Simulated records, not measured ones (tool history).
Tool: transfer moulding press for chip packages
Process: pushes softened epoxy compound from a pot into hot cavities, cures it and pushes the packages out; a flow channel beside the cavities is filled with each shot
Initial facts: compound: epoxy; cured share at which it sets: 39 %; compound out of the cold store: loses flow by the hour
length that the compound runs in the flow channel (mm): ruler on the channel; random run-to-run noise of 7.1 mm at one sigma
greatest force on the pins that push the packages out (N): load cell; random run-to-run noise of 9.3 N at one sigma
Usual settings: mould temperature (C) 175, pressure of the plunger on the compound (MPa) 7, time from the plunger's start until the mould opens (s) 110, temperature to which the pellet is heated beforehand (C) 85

run,day,mould temperature (C),pressure of the plunger on the compound (MPa),time from the plunger's start until the mould opens (s),temperature to which the pellet is heated beforehand (C),incoming compound's hours out of the cold store,length that the compound runs in the flow channel (mm),greatest force on the pins that push the packages out (N)
1,0,175,7,110,85,34.3,826,733
2,0.733,175,7,137,85,22.7,867,660
# day 1.267: cavities cleaned with cleaning compound and waxed
3,1.296,179,7,110,85,11.1,885,379
4,2.167,179,7,110,85,33.3,792,571
5,2.971,179,7,110,85,19.8,850,682
6,3.65,175,7,110,85,12.6,893,900
# day 3.85: cavities cleaned with cleaning compound and waxed
7,4.938,175,7,110,85,32.7,804,716
8,5.658,175,7,110,85,31.6,825,810
# day 6.429: cavities cleaned with cleaning compound and waxed
9,6.821,175,7,110,90,12.8,892,617
10,8.021,175,7,110,90,31.1,810,807
# day 8.312: plunger's sealing rings changed
11,8.95,175,7,110,85,13.6,927,896
# day 9.117: cavities cleaned with cleaning compound and waxed
12,10.233,175,7,137,85,9.6,948,590
13,11.038,175,7,145,85,21.7,888,636
# day 11.667: cavities cleaned with cleaning compound and waxed
14,11.879,173,7,110,85,32.7,850,579
15,12.758,175,7.45,94,85,34.8,855,964
16,13.388,175,7.45,94,85,10.3,947,1267
17,13.971,175,7.98,103,85,36.8,863,949
# day 14.262: cavities cleaned with cleaning compound and waxed
18,15.229,175,7.98,103,85,40.5,834,757
19,15.917,167,7.98,93,85,47.3,858,1931
20,16.604,182,7.64,110,83,39.5,790,669
# day 16.812: cavities cleaned with cleaning compound and waxed
21,17.417,182,7.64,110,83,14.5,892,479
22,18.375,173,7.64,127,83,14.7,940,736
23,19.267,175,8.5,102,85,36.4,868,971
# day 19.421: cavities cleaned with cleaning compound and waxed
# day 20.517: plunger's sealing rings changed
24,20.517,175,8.5,102,85,10.5,1042,877
25,21.542,175,7,117,85,38.2,824,765

The next listed run, before its measurement:
# day 22.138: cavities cleaned with cleaning compound and waxed
# day 22.471: mould's thermocouples calibrated
26,22.812,175,7,102,85,33.8,?,?

Run 26 measured length that the compound runs in the flow channel (mm) 835, greatest force on the pins that push the packages out (N) 662.
Take away the tool's hidden state, keep the run-to-run variation as it was, and the same run would have given length that the compound runs in the flow channel (mm) 844, greatest force on the pins that push the packages out (N) 458.

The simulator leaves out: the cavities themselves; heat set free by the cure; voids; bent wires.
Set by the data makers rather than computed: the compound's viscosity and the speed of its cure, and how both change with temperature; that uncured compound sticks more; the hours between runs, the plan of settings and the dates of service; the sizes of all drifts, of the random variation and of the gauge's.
